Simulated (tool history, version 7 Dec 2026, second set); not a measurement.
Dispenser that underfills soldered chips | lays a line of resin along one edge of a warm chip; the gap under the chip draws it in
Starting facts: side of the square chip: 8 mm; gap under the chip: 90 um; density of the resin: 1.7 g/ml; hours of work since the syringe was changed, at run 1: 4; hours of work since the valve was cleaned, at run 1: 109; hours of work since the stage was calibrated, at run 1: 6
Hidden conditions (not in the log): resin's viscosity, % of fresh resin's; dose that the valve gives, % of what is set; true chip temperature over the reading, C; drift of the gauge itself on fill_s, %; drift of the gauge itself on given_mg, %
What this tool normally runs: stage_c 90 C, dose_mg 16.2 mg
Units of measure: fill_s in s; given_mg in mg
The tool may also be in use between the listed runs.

run     day  stage_c  dose_mg  hours of work since the syringe was changed  hours of work since the valve was cleaned  hours of work since the stage was calibrated  fill_s  given_mg
  1   0.000       90     16.2                                            4                                        109                                             6    80.4     14.81
      0.175  -- dispensing valve cleaned and set on the balance
  2   0.271       90     16.2                                            7                                          2                                            10    98.6     16.03
      0.396  -- new syringe of resin
  3   0.667       90     16.2                                            5                                          8                                            16    83.2     16.15
  4   0.879       90     14.5                                            8                                         12                                            20   102.8     14.42
      0.967  -- new syringe of resin
  5   1.367       90     14.5                                            7                                         20                                            28    93.9     14.14
      1.546  -- new syringe of resin
  6   1.721       94     16.2                                            3                                         26                                            34    65.8     15.86
      2.117  -- new syringe of resin
  7   2.179       94     16.2                                            1                                         33                                            41    58.1     15.72
  8   2.558       90     14.5                                            7                                         39                                            48    96.5     14.02
      2.692  -- new syringe of resin
  9   3.025       90     14.5                                            6                                         47                                            55    88.5     13.83
      3.238  -- new syringe of resin
 10   3.254       90     16.6                                            0                                         51                                            59    64.7     15.86
 11   3.625       92     16.2                                            7                                         57                                            65    88.2     15.33
      3.783  -- new syringe of resin
 12   3.925       92     16.2                                            2                                         62                                            70    69.0     15.35
 13   4.292       99     16.2                                            9                                         68                                            76    76.7     15.19
      4.325  -- new syringe of resin
 14   4.733       99     16.2                                            7                                         75                                            84    67.9     15.20
      4.879  -- new syringe of resin
 15   5.050       99     16.2                                            3                                         81                                            89    53.8     15.12
      5.421  -- new syringe of resin
 16   5.421       81     19.5                                            0                                         87                                            95    86.7     18.11
 17   5.867       81     19.5                                            8                                         94                                           102   133.1     18.09
      5.996  -- new syringe of resin
 18   6.279       87     20.8                                            5                                        101                                           109    90.7     19.24
      6.538  -- new syringe of resin
 19   6.583      105     16.1                                            1                                        106                                           114    38.5     14.76
 20   6.808       77     16.7                                            5                                        110                                           118   133.4     15.15
      6.933  -- dispensing valve cleaned and set on the balance
      7.138  -- new syringe of resin
 21   7.154       86     18.0                                            0                                          4                                           123    72.8     17.98
 22   7.429       86     18.0                                            5                                          8                                           127    96.7     17.94
      7.700  -- new syringe of resin
 23   7.738       86     18.0                                            1                                         13                                           132    77.1     17.78
 24   8.029       89     16.5                                            6                                         18                                           137    90.3     16.19
      8.267  -- new syringe of resin
 25   8.362       77     17.5                                            2                                         24                                           143   114.4     17.11
 26   8.729       77     17.5                                            8                                         30                                           149   162.8     17.10
      8.825  -- new syringe of resin
 27   9.200       80     15.7                                            6                                         38                                           157   132.2     15.22
      9.375  -- new syringe of resin
 28   9.688       80     15.7                                            5                                         46                                           165   123.1     15.12
      9.950  -- new syringe of resin
 29  10.142       97     20.6                                            3                                         53                                           172    58.0     19.79

Predict each of these 4 candidate next runs independently; none follows another, all start after run 29:
  A  10.462       92     20.5                                            9                                         58                                           178       ?         ?
  B  10.462      101     14.8                                            9                                         58                                           178       ?         ?
  C  10.462      100     18.6                                            9                                         58                                           178       ?         ?
  D  10.462       89     16.2                                            9                                         58                                           178       ?         ?

run  fill_s  given_mg
  A    93.4     19.66
  B    69.9     14.09
  C    69.7     17.76
  D   105.0     15.54
With the hidden condition removed and each run's random variation left untouched, the same runs would have given:
run  fill_s  given_mg
  A    59.2     20.63
  B    43.6     14.79
  C    43.9     18.65
  D    66.3     16.32

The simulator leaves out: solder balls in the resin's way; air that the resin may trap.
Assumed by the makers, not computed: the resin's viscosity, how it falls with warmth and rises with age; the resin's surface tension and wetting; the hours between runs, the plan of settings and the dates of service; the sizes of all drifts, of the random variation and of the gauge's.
